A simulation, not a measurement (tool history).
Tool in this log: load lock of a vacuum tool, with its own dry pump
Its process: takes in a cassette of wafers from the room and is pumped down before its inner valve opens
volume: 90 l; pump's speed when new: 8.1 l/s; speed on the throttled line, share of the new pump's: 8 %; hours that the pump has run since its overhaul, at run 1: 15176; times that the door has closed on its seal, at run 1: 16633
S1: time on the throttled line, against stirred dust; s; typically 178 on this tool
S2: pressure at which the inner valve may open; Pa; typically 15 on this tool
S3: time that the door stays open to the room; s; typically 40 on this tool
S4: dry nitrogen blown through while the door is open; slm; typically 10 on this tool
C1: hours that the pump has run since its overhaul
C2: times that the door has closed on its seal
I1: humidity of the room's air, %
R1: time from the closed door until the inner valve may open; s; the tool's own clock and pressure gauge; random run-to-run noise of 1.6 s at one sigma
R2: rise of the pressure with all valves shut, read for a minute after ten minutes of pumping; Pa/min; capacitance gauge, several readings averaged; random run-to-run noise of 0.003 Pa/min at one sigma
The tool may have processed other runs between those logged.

| run | day | S1 | S2 | S3 | S4 | C1 | C2 | I1 | R1 | R2 |
|---|---|---|---|---|---|---|---|---|---|---|
| 1 | 0.000 | 178 | 15 | 40 | 10 | 15176 | 16633 | 43.3 | 275.5 | 0.082 |
| 2 | 11.875 | 178 | 15 | 40 | 10 | 15461 | 16962 | 47.0 | 275.8 | 0.079 |
| 3 | 32.625 | 178 | 15 | 40 | 36 | 15959 | 17537 | 43.0 | 277.9 | 0.061 |
| 4 | 47.821 | 178 | 15 | 40 | 36 | 16324 | 17957 | 48.7 | 283.0 | 0.073 |
| 5 | 61.267 | 178 | 15 | 40 | 10 | 16647 | 18330 | 50.5 | 277.7 | 0.095 |
| 6 | 71.575 | 178 | 15 | 40 | 10 | 16894 | 18615 | 41.6 | 278.1 | 0.089 |
| 7 | 84.933 | 178 | 15 | 40 | 10 | 17215 | 18985 | 46.0 | 279.3 | 0.087 |
| 8 | 101.521 | 178 | 15 | 40 | 10 | 17613 | 19445 | 46.1 | 280.0 | 0.090 |
| 9 | 118.633 | 178 | 15 | 40 | 10 | 18023 | 19919 | 46.7 | 281.4 | 0.097 |
| 10 | 135.171 | 148 | 15 | 40 | 10 | 18420 | 20377 | 44.9 | 250.9 | 0.105 |
| 11 | 156.329 | 148 | 15 | 40 | 11 | 18928 | 20963 | 42.2 | 254.9 | 0.099 |
| 12 | 175.417 | 148 | 15 | 73 | 11 | 19386 | 21492 | 45.3 | 252.9 | 0.110 |
| 13 | 188.267 | 148 | 15 | 73 | 11 | 19695 | 21848 | 44.0 | 254.9 | 0.111 |
| 14 | 200.904 | 148 | 15 | 73 | 11 | 19998 | 22198 | 47.0 | 257.1 | 0.117 |
| 15 | 223.483 | 148 | 15 | 73 | 11 | 20540 | 22823 | 43.2 | 256.2 | 0.114 |
| 16 | 247.375 | 148 | 15 | 118 | 11 | 21113 | 23485 | 47.8 | 258.5 | 0.133 |
| 17 | 263.683 | 148 | 15 | 118 | 17 | 21505 | 23937 | 44.8 | 258.5 | 0.124 |
| 18 | 286.588 | 148 | 15 | 118 | 17 | 22054 | 24571 | 43.0 | 256.0 | 0.124 |
| 19 | 308.708 | 178 | 15 | 201 | 10 | 22585 | 25184 | 45.2 | 284.2 | 0.152 |
| 20 | 321.025 | 209 | 15 | 201 | 10 | 22881 | 25525 | 49.0 | 316.1 | 0.159 |
| 21 | 342.104 | 164 | 15 | 201 | 8 | 23387 | 26109 | 44.8 | 276.4 | 0.175 |
| 22 | 356.925 | 164 | 15 | 201 | 8 | 23742 | 26520 | 44.6 | 274.6 | 0.176 |
|  | 378.817 | dry pump taken out, an overhauled one fitted |
| 23 | 379.462 | 164 | 15 | 201 | 8 | 16 | 27137 | 44.7 | 246.3 | 0.167 |
| 24 | 392.196 | 164 | 15 | 201 | 8 | 321 | 27490 | 46.2 | 249.1 | 0.182 |
| 25 | 413.900 | 278 | 12 | 218 | 28 | 842 | 28091 | 45.2 | 358.2 | 0.138 |
| 26 | 434.188 | 152 | 17 | 40 | 10 | 1329 | 28653 | 44.7 | 241.1 | 0.143 |
| 27 | 446.800 | 152 | 17 | 40 | 10 | 1632 | 29002 | 45.4 | 239.9 | 0.139 |
| 28 | 467.908 | 178 | 13 | 74 | 10 | 2138 | 29587 | 43.6 | 266.1 | 0.154 |
| 29 | 480.800 | 178 | 13 | 74 | 10 | 2448 | 29944 | 45.5 | 263.6 | 0.164 |
| 30 | 502.042 | 178 | 16 | 44 | 10 | 2957 | 30532 | 43.2 | 262.9 | 0.146 |
| 31 | 524.496 | 178 | 12 | 44 | 25 | 3496 | 31154 | 43.8 | 268.9 | 0.142 |
| 32 | 534.400 | 178 | 12 | 44 | 25 | 3734 | 31429 | 41.9 | 269.5 | 0.137 |
| 33 | 550.262 | 178 | 19 | 44 | 25 | 4115 | 31868 | 41.7 | 263.2 | 0.148 |
| 34 | 567.058 | 147 | 15 | 40 | 10 | 4518 | 32333 | 50.3 | 239.0 | 0.162 |
| 35 | 583.329 | 147 | 19 | 44 | 10 | 4908 | 32784 | 46.8 | 235.7 | 0.166 |
| 36 | 600.362 | 147 | 19 | 44 | 10 | 5317 | 33256 | 44.2 | 237.2 | 0.165 |
| 37 | 611.442 | 237 | 17 | 137 | 10 | 5583 | 33563 | 48.0 | 319.6 | 0.198 |

Results for each run, recomputed without the tool's hidden state and with each run's random variation untouched:
The tool's hidden condition here consists of: pump's speed, % of a new pump's; leak at the door's seal, Pa l/s; drift of the gauge itself on ready_s, %; drift of the gauge itself on rise_pa_min, %.
| run | R1 | R2 |
|---|---|---|
| 1 | 261.4 | 0.032 |
| 2 | 261.2 | 0.029 |
| 3 | 262.6 | 0.009 |
| 4 | 267.0 | 0.019 |
| 5 | 261.7 | 0.039 |
| 6 | 261.7 | 0.032 |
| 7 | 262.5 | 0.027 |
| 8 | 262.7 | 0.030 |
| 9 | 263.4 | 0.034 |
| 10 | 231.9 | 0.040 |
| 11 | 234.9 | 0.033 |
| 12 | 232.5 | 0.040 |
| 13 | 234.0 | 0.040 |
| 14 | 235.6 | 0.043 |
| 15 | 234.0 | 0.038 |
| 16 | 235.6 | 0.053 |
| 17 | 234.9 | 0.042 |
| 18 | 232.0 | 0.040 |
| 19 | 260.1 | 0.064 |
| 20 | 291.8 | 0.070 |
| 21 | 250.5 | 0.080 |
| 22 | 248.3 | 0.080 |
| 23 | 246.3 | 0.069 |
| 24 | 248.8 | 0.080 |
| 25 | 357.5 | 0.035 |
| 26 | 239.9 | 0.035 |
| 27 | 238.4 | 0.030 |
| 28 | 264.1 | 0.041 |
| 29 | 261.3 | 0.046 |
| 30 | 260.3 | 0.029 |
| 31 | 265.5 | 0.018 |
| 32 | 265.9 | 0.014 |
| 33 | 259.6 | 0.019 |
| 34 | 234.7 | 0.033 |
| 35 | 231.2 | 0.034 |
| 36 | 232.3 | 0.029 |
| 37 | 314.8 | 0.062 |

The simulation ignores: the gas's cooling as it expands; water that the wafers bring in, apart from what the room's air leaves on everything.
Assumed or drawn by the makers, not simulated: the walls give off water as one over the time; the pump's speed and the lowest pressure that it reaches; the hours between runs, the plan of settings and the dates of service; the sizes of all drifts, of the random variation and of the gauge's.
